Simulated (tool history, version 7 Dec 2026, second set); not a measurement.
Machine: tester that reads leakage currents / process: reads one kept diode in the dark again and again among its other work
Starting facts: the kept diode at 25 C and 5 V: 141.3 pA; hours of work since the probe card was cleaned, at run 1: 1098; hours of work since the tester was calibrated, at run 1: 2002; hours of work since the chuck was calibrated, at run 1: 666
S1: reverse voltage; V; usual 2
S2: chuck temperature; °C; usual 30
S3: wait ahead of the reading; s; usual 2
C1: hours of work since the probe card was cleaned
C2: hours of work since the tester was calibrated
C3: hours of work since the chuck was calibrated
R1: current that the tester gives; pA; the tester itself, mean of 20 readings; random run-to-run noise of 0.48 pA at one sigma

run	day	S1	S2	S3	C1	C2	C3	R1
1	0	2	30	2	1098	2002	666	139.55
2	9.908	2	30	2	1276	2179	844	135.08
# day 12.25: probe card cleaned and baked
# day 20.325: chuck's temperature calibrated
3	20.325	2	30	0.31	143	2362	0	158.58
4	29.367	2	30	0.31	306	2525	162	154.77
5	39.892	2	27	2	494	2713	351	113.18
6	51.804	2	27	2	708	2927	565	109.71
7	62.004	2	27	2	891	3110	748	106.03
8	71.004	2	27	2	1052	3272	909	103.77
9	76	2	21	2.17	1142	3361	999	57.35
# day 78.175: chuck's temperature calibrated
10	84.833	14.09	30	2	1299	3518	119	327.47
# day 86.225: probe card cleaned and baked
11	94.862	2.26	21	5.57	155	3696	297	66.14
# day 99.275: tester calibrated
12	101.883	2.26	21	5.57	279	47	422	66.15
13	109.375	2	46	2.17	414	181	556	596.63
14	119.767	13.68	46	7.09	600	368	742	1217.66
15	125.021	1.3	43	2.2	694	462	837	377.05
16	130.9	1.5	38	1.55	800	567	942	254.03

Predict each of these 5 candidate next runs independently; none follows another, all start after run 16:
# day 136.154: chuck's temperature calibrated
A	136.233	1.5	56	1.55	894	661	1	?
# day 136.154: chuck's temperature calibrated
B	136.233	2.23	27	0.39	894	661	1	?
# day 136.154: chuck's temperature calibrated
C	136.233	18.97	46	5.62	894	661	1	?
# day 136.154: chuck's temperature calibrated
D	136.233	2.23	23	1.11	894	661	1	?
# day 136.154: chuck's temperature calibrated
E	136.233	1.5	45	0.38	894	661	1	?

run	R1
A	1289.97
B	123.88
C	1517.71
D	84.92
E	524.99
With no hidden state in the tool, these same runs would have given:
run	R1
A	1306.53
B	125.24
C	1534.26
D	85.73
E	531.88
